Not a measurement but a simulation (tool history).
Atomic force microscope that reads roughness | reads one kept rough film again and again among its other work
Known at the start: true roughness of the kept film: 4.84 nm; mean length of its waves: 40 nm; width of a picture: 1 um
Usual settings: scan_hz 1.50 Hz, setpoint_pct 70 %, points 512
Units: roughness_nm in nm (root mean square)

Run 1, hour 0.0: usual settings. Result: roughness_nm 4.087 nm (root mean square).
Run 2, hour 9.5: usual settings. Result: roughness_nm 3.971 nm (root mean square).
Run 3, hour 18.3: usual settings but points 666. Result: roughness_nm 3.892 nm (root mean square).
Run 4, hour 25.2: usual settings but points 948. Result: roughness_nm 3.822 nm (root mean square).
Run 5, hour 35.9: usual settings but points 961. Result: roughness_nm 3.699 nm (root mean square).
Run 6, hour 51.8: usual settings but points 961. Result: roughness_nm 3.533 nm (root mean square).
Run 7, hour 64.1: usual settings but points 961. Result: roughness_nm 3.416 nm (root mean square).
At hour 70.5: new tip fitted.
Run 8, hour 81.0: usual settings but setpoint_pct 90 %, points 961. Result: roughness_nm 3.640 nm (root mean square).
Run 9, hour 92.3: usual settings but setpoint_pct 90 %, points 961. Result: roughness_nm 3.496 nm (root mean square).
Run 10, hour 108.1: usual settings but setpoint_pct 90 %, points 961. Result: roughness_nm 3.358 nm (root mean square).
Run 11, hour 114.9: usual settings but scan_hz 0.70 Hz, setpoint_pct 88 %, points 817. Result: roughness_nm 3.563 nm (root mean square).
Run 12, hour 121.9: usual settings but scan_hz 0.70 Hz, setpoint_pct 88 %, points 817. Result: roughness_nm 3.480 nm (root mean square).
Run 13, hour 137.6: usual settings but scan_hz 0.80 Hz, setpoint_pct 61 %, points 817. Result: roughness_nm 3.508 nm (root mean square).
At hour 141.4: new tip fitted.
Run 14, hour 145.8: usual settings but scan_hz 0.82 Hz, setpoint_pct 75 %, points 399. Result: roughness_nm 4.080 nm (root mean square).
Run 15, hour 153.1: usual settings but scan_hz 0.82 Hz, setpoint_pct 75 %, points 399. Result: roughness_nm 4.022 nm (root mean square).
Run 16, hour 167.4: usual settings but scan_hz 1.44 Hz, setpoint_pct 67 %. Result: roughness_nm 3.800 nm (root mean square).
Run 17, hour 176.5: usual settings but scan_hz 2.05 Hz, setpoint_pct 80 %, points 384. Result: roughness_nm 3.447 nm (root mean square).
Run 18, hour 191.5: usual settings but scan_hz 2.05 Hz, setpoint_pct 80 %, points 608. Result: roughness_nm 3.317 nm (root mean square).
Run 19, hour 204.7: usual settings but setpoint_pct 61 %. Result: roughness_nm 3.486 nm (root mean square).
At hour 211.9: new tip fitted.
Run 20, hour 212.2: usual settings but scan_hz 1.06 Hz, setpoint_pct 61 %, points 569. Result: roughness_nm 4.212 nm (root mean square).

Measured less the same run without the tool's hidden state. The same run-to-run variation is in both; the gauge's scatter may not be:
The hidden state here: radius of the tip, nm; height scale over the true one, %; drift of the gauge itself on roughness_nm, %.
run  roughness_nm
  1        -0.022
  2        -0.132
  3        -0.226
  4        -0.293
  5        -0.411
  6        -0.566
  7        -0.668
  8        -0.146
  9        -0.254
 10        -0.407
 11        -0.499
 12        -0.562
 13        -0.739
 14        -0.050
 15        -0.141
 16        -0.306
 17        -0.376
 18        -0.510
 19        -0.687
 20        -0.027
